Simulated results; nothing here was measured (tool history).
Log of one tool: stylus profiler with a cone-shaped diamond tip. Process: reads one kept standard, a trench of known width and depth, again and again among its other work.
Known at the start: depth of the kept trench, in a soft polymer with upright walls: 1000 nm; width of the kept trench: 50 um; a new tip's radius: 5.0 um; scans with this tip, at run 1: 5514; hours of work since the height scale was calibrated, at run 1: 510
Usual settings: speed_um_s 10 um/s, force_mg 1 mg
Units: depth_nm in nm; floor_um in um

run   hour  speed_um_s  force_mg  scans with this tip  hours of work since the height scale was calibrated  depth_nm  floor_um
  1      0          10         1                 5514                                                  510   1004.75     42.83
  2   32.2          10         1                 5684                                                  526   1005.38     42.81
  3     56          10         1                 5810                                                  538   1004.98     42.77
  4   91.3          10      1.54                 5996                                                  555   1007.29     42.74
  5  122.5          10      1.54                 6160                                                  570   1006.73     42.66
  6  153.7          10      1.54                 6325                                                  585   1007.18     42.67
  7  176.5          10         1                 6445                                                  596   1004.79     42.71
  8  200.5          10         1                 6572                                                  608   1004.32     42.67
  9  235.1          10         1                 6755                                                  625   1004.54     42.58
 10  260.7          10         1                 6890                                                  638   1004.12     42.53
 11  277.3          10         1                 6977                                                  646   1004.37     42.55
 12  294.7          10      2.99                 7069                                                  654   1011.75     42.59
 13  323.5          13      2.99                 7221                                                  668   1011.79     42.47
 14  351.4          13      2.99                 7368                                                  682   1012.28     42.46
 15  378.2           4      0.98                 7510                                                  695   1004.07     42.45
 16  399.2           2      1.49                 7621                                                  705   1006.19     42.45
 17  415.2           2      1.49                 7706                                                  713   1006.22     42.46
 18  441.1           2      1.49                 7842                                                  726    1006.3     42.43
 19  458.3           2      1.49                 7933                                                  734   1005.97     42.39
 20  486.9          24      2.97                 8084                                                  748   1011.38     42.39
 21  505.1          24      2.97                 8180                                                  757   1011.57     42.28
 22  533.8           2      2.64                 8332                                                  771   1009.96     42.36

3 ways to go on from here, each from the tool as it stands after run 22. What would each give?
  A  567.7          21      2.64                 8510                                                  787         ?         ?
  B  567.7          25      1.07                 8510                                                  787         ?         ?
  C  567.7          15      0.51                 8510                                                  787         ?         ?

run  depth_nm  floor_um
  A   1010.15     42.22
  B   1004.25      42.2
  C   1001.27     42.25
Without the tool's hidden state the same runs would have given:
run  depth_nm  floor_um
  A   1013.63     43.91
  B   1007.71     43.88
  C   1004.72     43.94
